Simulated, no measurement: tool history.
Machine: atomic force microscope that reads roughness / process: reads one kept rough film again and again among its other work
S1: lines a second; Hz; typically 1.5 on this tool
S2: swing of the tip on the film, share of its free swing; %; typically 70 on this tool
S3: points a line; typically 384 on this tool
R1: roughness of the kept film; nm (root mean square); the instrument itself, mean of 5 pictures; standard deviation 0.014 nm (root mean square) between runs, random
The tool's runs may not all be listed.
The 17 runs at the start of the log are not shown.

run     day    S1  S2   S3     R1
 18  34.567   1.5  70  845  3.011
 19  35.938  2.74  70  845  2.835
     36.192  -- height scale calibrated on a step standard
 20  38.054  2.74  70  845   2.67
     38.412  -- new tip fitted
 21  39.392   1.5  62  782   3.17
 22  41.096   1.5  62  782  3.009
 23  42.433  2.97  62  782  2.886
 24  44.521  2.97  62  687  2.703
     44.912  -- new tip fitted
 25  46.258  2.97  62  687  3.133
 26  47.696  0.99  68  687  2.975
     48.721  -- height scale calibrated on a step standard, once more
 27  50.267  1.71  70  828   2.82
     51.408  -- new tip fitted
 28   52.95   1.5  87  384  3.084
 29  55.329  1.46  77  384  2.904
 30  57.142  1.46  77  384  2.754
     57.821  -- new tip fitted
 31  58.833   1.5  59  575  3.218
 32  61.054   1.5  59  575  3.038
 33  63.317   1.5  59  575   2.82
     64.175  -- new tip fitted
 34  65.892  0.72  82  256   3.17

Below are 5 alternative next runs, each starting from the tool's condition after run 34. Predict each:
  A  68.058   1.5  70  508   ?
  B  68.058   1.5  70  256   ?
  C  68.058  0.68  82  256   ?
  D  68.058  0.95  81  256   ?
  E  68.058  0.76  73  300   ?

run     R1
  A  2.978
  B  2.956
  C  2.952
  D   2.94
  E  2.988
Without the tool's hidden state the same runs would have given:
run     R1
  A  3.356
  B  3.331
  C  3.327
  D  3.313
  E  3.368
